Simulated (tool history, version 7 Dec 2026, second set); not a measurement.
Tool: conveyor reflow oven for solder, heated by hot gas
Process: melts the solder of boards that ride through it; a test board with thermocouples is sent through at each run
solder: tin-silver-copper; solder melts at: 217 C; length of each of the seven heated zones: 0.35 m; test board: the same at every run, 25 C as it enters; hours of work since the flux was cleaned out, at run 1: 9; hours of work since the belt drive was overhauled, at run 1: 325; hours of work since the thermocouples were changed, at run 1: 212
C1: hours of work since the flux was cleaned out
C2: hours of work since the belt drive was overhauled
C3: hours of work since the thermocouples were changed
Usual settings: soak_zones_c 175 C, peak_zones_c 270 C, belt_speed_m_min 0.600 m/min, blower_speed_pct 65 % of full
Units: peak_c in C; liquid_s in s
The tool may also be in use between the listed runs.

Run 1, hour 0.0: usual settings; C1 9; C2 325; C3 212. Result: peak_c 252.4 C, liquid_s 53.1 s.
Run 2, hour 10.2: usual settings; C1 15; C2 330; C3 218. Result: peak_c 252.7 C, liquid_s 52.9 s.
Run 3, hour 15.1: usual settings; C1 18; C2 333; C3 221. Result: peak_c 252.7 C, liquid_s 52.9 s.
Run 4, hour 23.5: usual settings but blower_speed_pct 67 % of full; C1 22; C2 338; C3 225. Result: peak_c 253.3 C, liquid_s 53.2 s.
Run 5, hour 33.7: usual settings; C1 28; C2 344; C3 231. Result: peak_c 252.2 C, liquid_s 52.5 s.
Run 6, hour 42.8: usual settings; C1 33; C2 349; C3 236. Result: peak_c 252.4 C, liquid_s 52.8 s.
Run 7, hour 51.7: usual settings; C1 38; C2 354; C3 241. Result: peak_c 252.3 C, liquid_s 52.8 s.
Run 8, hour 61.8: usual settings; C1 44; C2 360; C3 247. Result: peak_c 252.6 C, liquid_s 52.9 s.
Run 9, hour 70.0: usual settings; C1 49; C2 364; C3 252. Result: peak_c 252.5 C, liquid_s 52.6 s.
Run 10, hour 77.4: usual settings; C1 53; C2 368; C3 256. Result: peak_c 252.1 C, liquid_s 52.7 s.
Run 11, hour 83.9: usual settings; C1 57; C2 372; C3 259. Result: peak_c 252.1 C, liquid_s 53.1 s.
Run 12, hour 91.4: usual settings; C1 61; C2 376; C3 264. Result: peak_c 252.4 C, liquid_s 52.9 s.
Run 13, hour 101.0: usual settings; C1 66; C2 382; C3 269. Result: peak_c 252.4 C, liquid_s 52.8 s.
At hour 105.9: belt drive overhauled, speed set with a stopwatch.
Run 14, hour 113.2: usual settings; C1 71; C2 4; C3 274. Result: peak_c 252.7 C, liquid_s 52.6 s.
Run 15, hour 118.6: usual settings; C1 74; C2 7; C3 277. Result: peak_c 252.2 C, liquid_s 52.8 s.
Run 16, hour 127.6: usual settings; C1 79; C2 12; C3 282. Result: peak_c 252.1 C, liquid_s 53.0 s.
Run 17, hour 134.7: usual settings but soak_zones_c 168 C, peak_zones_c 266 C; C1 83; C2 16; C3 286. Result: peak_c 247.8 C, liquid_s 47.3 s.
At hour 140.2: belt drive overhauled, speed set with a stopwatch, once more.
Run 18, hour 143.4: usual settings but soak_zones_c 168 C, peak_zones_c 266 C; C1 86; C2 2; C3 289. Result: peak_c 247.1 C, liquid_s 46.5 s.
Run 19, hour 150.1: usual settings but soak_zones_c 176 C, peak_zones_c 278 C, belt_speed_m_min 0.536 m/min, blower_speed_pct 75 % of full; C1 90; C2 6; C3 292. Result: peak_c 264.0 C, liquid_s 67.3 s.
Run 20, hour 160.2: usual settings but soak_zones_c 181 C, peak_zones_c 278 C, belt_speed_m_min 0.536 m/min; C1 95; C2 11; C3 298. Result: peak_c 263.3 C, liquid_s 68.4 s.
Run 21, hour 167.5: usual settings but soak_zones_c 181 C, peak_zones_c 278 C, belt_speed_m_min 0.604 m/min; C1 99; C2 15; C3 302. Result: peak_c 259.7 C, liquid_s 58.3 s.
Run 22, hour 176.6: usual settings; C1 104; C2 21; C3 307. Result: peak_c 251.2 C, liquid_s 52.3 s.
Run 23, hour 185.8: usual settings; C1 110; C2 26; C3 313. Result: peak_c 251.2 C, liquid_s 52.1 s.
Run 24, hour 191.6: usual settings but belt_speed_m_min 0.486 m/min, blower_speed_pct 55 % of full; C1 113; C2 29; C3 316. Result: peak_c 256.2 C, liquid_s 68.9 s.
Run 25, hour 198.6: usual settings but soak_zones_c 170 C, peak_zones_c 282 C, belt_speed_m_min 0.651 m/min, blower_speed_pct 56 % of full; C1 117; C2 33; C3 320. Result: peak_c 255.9 C, liquid_s 47.9 s.
Run 26, hour 204.3: usual settings but soak_zones_c 187 C, peak_zones_c 282 C, belt_speed_m_min 0.651 m/min, blower_speed_pct 56 % of full; C1 120; C2 36; C3 323. Result: peak_c 259.5 C, liquid_s 55.6 s.
Run 27, hour 209.1: usual settings but belt_speed_m_min 0.673 m/min; C1 123; C2 39; C3 326. Result: peak_c 247.7 C, liquid_s 42.7 s.
Run 28, hour 216.5: usual settings but soak_zones_c 183 C, belt_speed_m_min 0.705 m/min; C1 127; C2 43; C3 330. Result: peak_c 247.5 C, liquid_s 42.8 s.
Run 29, hour 224.9: usual settings but soak_zones_c 183 C, belt_speed_m_min 0.705 m/min; C1 132; C2 48; C3 335. Result: peak_c 248.0 C, liquid_s 43.6 s.
Run 30, hour 235.2: usual settings but soak_zones_c 183 C, belt_speed_m_min 0.705 m/min; C1 138; C2 54; C3 340. Result: peak_c 247.8 C, liquid_s 43.6 s.
Run 31, hour 242.2: usual settings but soak_zones_c 183 C, peak_zones_c 284 C, belt_speed_m_min 0.567 m/min; C1 142; C2 58; C3 344. Result: peak_c 266.7 C, liquid_s 67.1 s.

Some steps in peak_c between neighbouring runs. How much of each would the tool show without its hidden state too (settings, what came in, random variation), and how much is left for the hidden state, with any gauge scatter that isn't in both results?
The hidden state here: heat that the gas passes to the board, % of a clean oven's; belt's true speed, % of the reading; true gas temperature in zones 6 and 7 over the reading, C; drift of the gauge itself on peak_c, C; drift of the gauge itself on liquid_s, %.
Run 2 -> 3: no setting changed, nothing entered. peak_c +0.0 C: hidden state -0.1, all else +0.1.
Run 6 -> 7: no setting changed, nothing entered. peak_c -0.1 C: hidden state -0.1, all else +0.0.
Run 17 -> 18: belt drive overhauled, speed set with a stopwatch, once more. peak_c -0.7 C: hidden state -0.4, all else -0.3.
Run 18 -> 19: soak_zones_c 168 -> 176, peak_zones_c 266 -> 278, belt_speed_m_min 0.600 -> 0.536, blower_speed_pct 65 -> 75. peak_c +16.9 C: hidden state -0.1, all else +17.0.
Run 26 -> 27: soak_zones_c 187 -> 175, peak_zones_c 282 -> 270, belt_speed_m_min 0.651 -> 0.673, blower_speed_pct 56 -> 65. peak_c -11.8 C: hidden state -0.1, all else -11.7.
Run 30 -> 31: peak_zones_c 270 -> 284, belt_speed_m_min 0.705 -> 0.567. peak_c +18.9 C: hidden state -0.1, all else +19.0.
